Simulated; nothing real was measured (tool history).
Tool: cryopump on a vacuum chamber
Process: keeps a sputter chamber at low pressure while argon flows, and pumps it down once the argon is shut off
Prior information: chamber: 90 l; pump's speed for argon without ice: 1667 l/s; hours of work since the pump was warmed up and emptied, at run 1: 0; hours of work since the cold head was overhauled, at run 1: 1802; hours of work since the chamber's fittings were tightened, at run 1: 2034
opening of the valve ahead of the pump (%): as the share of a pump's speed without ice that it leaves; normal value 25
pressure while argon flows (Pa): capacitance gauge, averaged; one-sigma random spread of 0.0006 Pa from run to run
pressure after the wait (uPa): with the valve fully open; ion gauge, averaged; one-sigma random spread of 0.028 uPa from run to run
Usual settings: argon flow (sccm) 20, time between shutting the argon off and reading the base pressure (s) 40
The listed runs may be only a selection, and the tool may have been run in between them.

run	day	argon flow (sccm)	time between shutting the argon off and reading the base pressure (s)	opening of the valve ahead of the pump (%)	hours of work since the pump was warmed up and emptied	hours of work since the cold head was overhauled	hours of work since the chamber's fittings were tightened	pressure while argon flows (Pa)	pressure after the wait (uPa)
1	0	20	40	25	0	1802	2034	0.0815	1.67
2	2.871	26	40	25	55	1856	2088	0.1073	1.68
3	5.25	26	40	25	100	1901	2134	0.1077	1.71
4	6.788	26	40	25	129	1931	2163	0.1096	1.76
5	8.7	26	40	25	166	1967	2199	0.1092	1.73
6	10.942	21	40	25	208	2010	2242	0.0891	1.79
7	13.712	21	40	25	261	2063	2295	0.09	1.83
8	16.275	21	136	25	310	2111	2343	0.0912	1
9	17.567	20	40	20	334	2136	2368	0.1081	1.84
10	19.246	14	40	25	366	2168	2400	0.0615	1.88
11	20.65	14	40	25	393	2195	2427	0.0624	1.83
# day 23.104: pump warmed up, emptied and cooled again
12	23.229	14	40	25	2	2240	2472	0.0577	1.77
13	26.146	14	40	16	58	2295	2527	0.0901	1.71
14	28.054	14	40	16	94	2332	2564	0.0897	1.79
15	30.083	20	40	25	133	2370	2602	0.0842	1.81
16	32.554	20	40	40	180	2417	2649	0.055	1.84
17	34.7	20	40	40	221	2458	2690	0.0545	1.86
18	36.325	22	40	40	252	2489	2721	0.0603	1.84
19	38.312	20	40	40	290	2527	2759	0.0557	1.99
20	39.608	20	40	18	314	2552	2784	0.1176	1.94
21	42.408	29	97	25	367	2605	2837	0.1259	1.22
22	43.979	22	108	34	397	2635	2867	0.0727	1.26
# day 46.079: pump warmed up, emptied and cooled again
23	46.854	31	108	34	15	2686	2918	0.0929	1.1
24	48.388	32	128	54	44	2715	2947	0.0624	1.01
25	50.367	32	128	54	82	2752	2985	0.064	1.07
26	52.375	9	21	31	120	2791	3023	0.03	2.84
27	54.142	9	21	31	153	2824	3056	0.0306	2.87
28	55.933	9	21	31	188	2858	3091	0.0312	2.97
29	57.675	14	36	20	221	2892	3124	0.0733	2.07
30	59.833	8	36	43	262	2933	3165	0.0203	2.07
31	62.867	30	40	53	320	2990	3223	0.0659	2.01
32	65.792	33	118	25	375	3046	3278	0.1435	1.3
33	67.129	33	118	25	401	3071	3304	0.1451	1.3
34	68.762	24	40	18	432	3103	3335	0.1454	2.02
# day 69.162: pump warmed up, emptied and cooled again
35	72.017	22	163	25	54	3161	3393	0.0914	1

Alternative continuations, all from the tool just after run 35; predict every row:
A	74.758	16	29	26	106	3213	3445	?	?
B	74.758	40	163	19	106	3213	3445	?	?
C	74.758	20	48	25	106	3213	3445	?	?

run	pressure while argon flows (Pa)	pressure after the wait (uPa)
A	0.0637	2.38
B	0.2168	1.06
C	0.0834	1.78
With the hidden condition removed and each run's random variation left untouched, the same runs would have given:
run	pressure while argon flows (Pa)	pressure after the wait (uPa)
A	0.0619	1.8
B	0.2124	0.48
C	0.0811	1.19
